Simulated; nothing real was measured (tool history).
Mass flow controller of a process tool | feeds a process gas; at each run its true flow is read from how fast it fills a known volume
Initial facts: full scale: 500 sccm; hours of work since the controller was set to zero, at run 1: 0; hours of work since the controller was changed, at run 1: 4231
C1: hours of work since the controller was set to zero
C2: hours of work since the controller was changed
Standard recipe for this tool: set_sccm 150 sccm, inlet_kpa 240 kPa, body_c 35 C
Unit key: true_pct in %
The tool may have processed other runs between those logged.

Run 1, hour 0: usual settings; C1 0; C2 4231. Result: true_pct 98.02 %.
Run 2, hour 261.9: usual settings but inlet_kpa 179 kPa; C1 107; C2 4338. Result: true_pct 98.41 %.
Run 3, hour 602.6: usual settings but body_c 24 C; C1 246; C2 4477. Result: true_pct 97.04 %.
Run 4, hour 789.1: usual settings but body_c 24 C; C1 321; C2 4553. Result: true_pct 96.98 %.
Run 5, hour 1040.6: usual settings but body_c 24 C; C1 424; C2 4655. Result: true_pct 96.9 %.
Run 6, hour 1303.2: usual settings but set_sccm 110 sccm, body_c 24 C; C1 531; C2 4762. Result: true_pct 96.56 %.
Run 7, hour 1670: usual settings but inlet_kpa 159 kPa; C1 680; C2 4912. Result: true_pct 98.21 %.
Run 8, hour 1892.8: usual settings but set_sccm 100 sccm; C1 771; C2 5003. Result: true_pct 97.2 %.
Run 9, hour 2116.3: usual settings but set_sccm 100 sccm, body_c 34 C; C1 862; C2 5094. Result: true_pct 96.99 %.
Run 10, hour 2336.1: usual settings but set_sccm 100 sccm, body_c 34 C; C1 952; C2 5183. Result: true_pct 96.73 %.
Run 11, hour 2693: usual settings but set_sccm 100 sccm, inlet_kpa 221 kPa, body_c 34 C; C1 1097; C2 5329. Result: true_pct 96.87 %.
Run 12, hour 2843.7: usual settings but set_sccm 100 sccm, inlet_kpa 221 kPa, body_c 34 C; C1 1159; C2 5390. Result: true_pct 96.78 %.
Run 13, hour 3181.4: usual settings but set_sccm 100 sccm, inlet_kpa 221 kPa, body_c 34 C; C1 1296; C2 5528. Result: true_pct 96.73 %.
Run 14, hour 3358.6: usual settings but set_sccm 100 sccm, inlet_kpa 221 kPa, body_c 34 C; C1 1368; C2 5600. Result: true_pct 96.52 %.
Run 15, hour 3656: usual settings but set_sccm 76 sccm, body_c 20 C; C1 1490; C2 5721. Result: true_pct 94.74 %.
Run 16, hour 3979.3: usual settings but set_sccm 292 sccm, inlet_kpa 195 kPa; C1 1621; C2 5853. Result: true_pct 98.5 %.
Run 17, hour 4234.8: usual settings but set_sccm 330 sccm, inlet_kpa 196 kPa; C1 1725; C2 5957. Result: true_pct 98.89 %.
Run 18, hour 4472.5: usual settings but set_sccm 163 sccm; C1 1822; C2 6054. Result: true_pct 97.14 %.
Run 19, hour 4716.2: usual settings but set_sccm 203 sccm; C1 1922; C2 6153. Result: true_pct 97.49 %.
Run 20, hour 5047.5: usual settings but set_sccm 69 sccm, inlet_kpa 142 kPa, body_c 25 C; C1 2057; C2 6288. Result: true_pct 95.06 %.
Run 21, hour 5371.7: usual settings but set_sccm 143 sccm; C1 2189; C2 6420. Result: true_pct 96.73 %.
Run 22, hour 5645.7: usual settings but set_sccm 143 sccm; C1 2300; C2 6532. Result: true_pct 96.58 %.
Run 23, hour 5896.3: usual settings but set_sccm 143 sccm; C1 2402; C2 6634. Result: true_pct 96.43 %.
Run 24, hour 6059.7: usual settings but set_sccm 441 sccm, body_c 34 C; C1 2469; C2 6700. Result: true_pct 98.82 %.
Run 25, hour 6301.3: usual settings but set_sccm 441 sccm, body_c 34 C; C1 2567; C2 6799. Result: true_pct 98.66 %.
Run 26, hour 6490.1: usual settings but set_sccm 66 sccm, inlet_kpa 178 kPa, body_c 28 C; C1 2644; C2 6876. Result: true_pct 94.26 %.
Run 27, hour 6763.8: usual settings but set_sccm 201 sccm, inlet_kpa 277 kPa, body_c 37 C; C1 2756; C2 6987. Result: true_pct 97.1 %.
Run 28, hour 6930.8: usual settings but set_sccm 201 sccm, inlet_kpa 222 kPa; C1 2824; C2 7055. Result: true_pct 97.17 %.

For each run, the measured value with the value that run would have given without the tool's hidden condition subtracted. The run-to-run variation is shared by both, the gauge scatter possibly not:
What the log doesn't record here: flow at rest that the sensor doesn't see, % of full scale; true flow over the shown one, %; drift of the gauge itself on true_pct, %.
run  true_pct
  1     -0.82
  2     -0.89
  3     -0.97
  4     -1.01
  5     -1.07
  6     -1.27
  7     -1.21
  8     -1.52
  9     -1.58
 10     -1.66
 11     -1.79
 12     -1.84
 13     -1.94
 14        -2
 15     -2.49
 16      -1.3
 17     -1.28
 18     -1.78
 19     -1.64
 20     -3.31
 21     -2.13
 22     -2.18
 23     -2.25
 24     -1.35
 25     -1.37
 26     -4.11
 27     -2.02
 28     -2.05

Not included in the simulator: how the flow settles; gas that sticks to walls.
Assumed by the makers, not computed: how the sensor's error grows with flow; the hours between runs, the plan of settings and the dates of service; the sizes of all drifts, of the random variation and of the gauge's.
